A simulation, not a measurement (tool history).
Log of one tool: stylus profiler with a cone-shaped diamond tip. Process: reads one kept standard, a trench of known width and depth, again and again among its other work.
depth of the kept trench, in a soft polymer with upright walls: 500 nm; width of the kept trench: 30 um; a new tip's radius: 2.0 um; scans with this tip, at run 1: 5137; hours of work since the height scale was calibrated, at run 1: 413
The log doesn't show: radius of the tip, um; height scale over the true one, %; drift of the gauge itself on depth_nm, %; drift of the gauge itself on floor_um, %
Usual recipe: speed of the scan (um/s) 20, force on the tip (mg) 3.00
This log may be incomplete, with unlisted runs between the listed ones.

run	hour	speed of the scan (um/s)	force on the tip (mg)	scans with this tip	hours of work since the height scale was calibrated	depth of the trench (nm)	width of the trench's floor (nm)
1	0.0	20	3.00	5137	413	504.11	26870
2	27.6	50	3.00	5298	426	503.88	26700
3	56.2	20	1.64	5464	439	502.70	26870
4	78.1	20	1.64	5592	450	502.36	26830
5	104.4	20	1.64	5745	462	502.49	26840
6	120.8	20	4.45	5840	470	505.14	26850
7	142.9	20	2.77	5970	480	503.78	26840
8	154.8	20	2.77	6038	485	503.60	26860
9	181.7	20	3.00	6196	498	503.75	26830
10	200.1	20	3.00	6303	507	503.73	26810
11	213.0	9	3.00	6378	513	503.83	26820
12	239.9	9	3.00	6535	525	503.88	26860
13	264.0	9	3.00	6675	537	503.71	26870
14	278.6	9	3.00	6760	543	503.86	26870
15	308.0	9	3.00	6931	557	503.61	26860
16	336.8	9	3.00	7099	571	503.85	26830
17	352.8	9	3.00	7192	578	503.86	26810
18	370.3	9	3.00	7294	586	503.85	26790
19	389.3	10	3.00	7405	595	503.82	26900
20	411.8	10	1.57	7536	606	502.14	26790
21	427.7	10	1.57	7629	613	502.19	26770
22	444.1	10	1.57	7724	621	502.42	26720
23	469.1	10	1.57	7870	633	502.33	26780
24	496.7	7	2.84	8031	646	503.62	26740
25	511.9	18	1.78	8120	653	502.62	26680
26	523.9	10	1.12	8189	658	501.72	26760
27	550.7	59	2.51	8346	671	503.29	26450
28	576.6	8	2.88	8496	683	503.68	26750
# hour 579.2: height scale calibrated on a step standard
29	594.2	7	2.37	8596	7	502.82	26740
30	615.9	20	4.50	8723	17	504.80	26700
31	628.0	20	4.50	8793	23	504.80	26710
# hour 631.2: height scale calibrated on a step standard, once more
32	642.4	77	4.50	8874	5	505.46	26450
33	662.0	7	1.62	8988	14	502.77	26740
34	678.0	9	7.28	9082	22	507.45	26740
35	701.0	14	7.20	9215	33	507.39	26730
36	730.0	9	6.32	9384	46	506.88	26690
37	743.5	30	7.80	9463	53	507.77	26590
38	759.0	6	1.20	9554	60	502.15	26740
39	785.0	6	1.20	9705	72	502.16	26680
40	805.0	7	4.10	9821	81	505.12	26720
41	826.6	8	1.09	9947	92	502.13	26640
42	845.4	59	1.70	10056	100	502.71	26320
43	866.4	59	1.46	10179	110	502.51	26240

Expected results for the next run?
44	880.2	7	2.65	10259	117	?	?

Run 44 measured depth of the trench (nm) 503.89, width of the trench's floor (nm) 26670.
Take away the tool's hidden state, keep the run-to-run variation as it was, and the same run would have given depth of the trench (nm) 503.92, width of the trench's floor (nm) 27320.

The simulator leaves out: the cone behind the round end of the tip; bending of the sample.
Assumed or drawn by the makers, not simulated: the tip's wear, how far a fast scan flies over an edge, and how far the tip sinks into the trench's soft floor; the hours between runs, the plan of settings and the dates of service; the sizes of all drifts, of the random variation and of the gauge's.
